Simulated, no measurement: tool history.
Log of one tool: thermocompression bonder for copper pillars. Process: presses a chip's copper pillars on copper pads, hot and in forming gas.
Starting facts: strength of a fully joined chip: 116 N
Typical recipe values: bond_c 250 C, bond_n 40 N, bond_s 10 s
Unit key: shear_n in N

{"run": 1, "hour": 0.0, "bond_c": 250, "bond_n": 40, "bond_s": 10, "shear_n": 57.4}
{"run": 2, "hour": 59.1, "bond_c": 250, "bond_n": 40, "bond_s": 10, "shear_n": 58.5}
{"run": 3, "hour": 137.8, "bond_c": 250, "bond_n": 40, "bond_s": 10, "shear_n": 57.4}
{"hour": 146.4, "done": "heater calibrated with a thermocouple chip"}
{"run": 4, "hour": 186.9, "bond_c": 230, "bond_n": 40, "bond_s": 10, "shear_n": 41.9}
{"run": 5, "hour": 252.3, "bond_c": 230, "bond_n": 40, "bond_s": 10, "shear_n": 44.1}
{"hour": 278.5, "done": "forming gas filter changed"}
{"run": 6, "hour": 300.3, "bond_c": 250, "bond_n": 58, "bond_s": 10, "shear_n": 71.3}
{"run": 7, "hour": 380.5, "bond_c": 272, "bond_n": 58, "bond_s": 10, "shear_n": 86.4}
{"run": 8, "hour": 431.8, "bond_c": 250, "bond_n": 40, "bond_s": 29, "shear_n": 78.8}
{"run": 9, "hour": 471.6, "bond_c": 250, "bond_n": 40, "bond_s": 29, "shear_n": 80.6}
{"run": 10, "hour": 551.7, "bond_c": 264, "bond_n": 41, "bond_s": 10, "shear_n": 69.0}
{"run": 11, "hour": 622.2, "bond_c": 226, "bond_n": 48, "bond_s": 14, "shear_n": 51.8}
{"hour": 661.5, "done": "forming gas filter changed"}
{"run": 12, "hour": 702.3, "bond_c": 250, "bond_n": 40, "bond_s": 26, "shear_n": 77.3}
{"run": 13, "hour": 740.8, "bond_c": 260, "bond_n": 41, "bond_s": 5, "shear_n": 50.9}
{"run": 14, "hour": 800.1, "bond_c": 260, "bond_n": 41, "bond_s": 5, "shear_n": 51.2}
{"run": 15, "hour": 860.5, "bond_c": 252, "bond_n": 31, "bond_s": 5, "shear_n": 38.6}
{"run": 16, "hour": 896.3, "bond_c": 250, "bond_n": 25, "bond_s": 10, "shear_n": 41.7}

5 options for the next run, each taken on its own from the tool as it stands now. Forecast them:
{"run": "A", "hour": 941.5, "bond_c": 250, "bond_n": 38, "bond_s": 10, "shear_n": "?"}
{"run": "B", "hour": 941.5, "bond_c": 232, "bond_n": 31, "bond_s": 13, "shear_n": "?"}
{"run": "C", "hour": 941.5, "bond_c": 250, "bond_n": 35, "bond_s": 10, "shear_n": "?"}
{"run": "D", "hour": 941.5, "bond_c": 250, "bond_n": 41, "bond_s": 22, "shear_n": "?"}
{"run": "E", "hour": 941.5, "bond_c": 243, "bond_n": 48, "bond_s": 8, "shear_n": "?"}

run=A shear_n=57.0
run=B shear_n=41.2
run=C shear_n=52.4
run=D shear_n=74.8
run=E shear_n=54.8
With no hidden state in the tool, these same runs would have given:
run=A shear_n=57.2
run=B shear_n=41.3
run=C shear_n=52.6
run=D shear_n=75.1
run=E shear_n=55.0
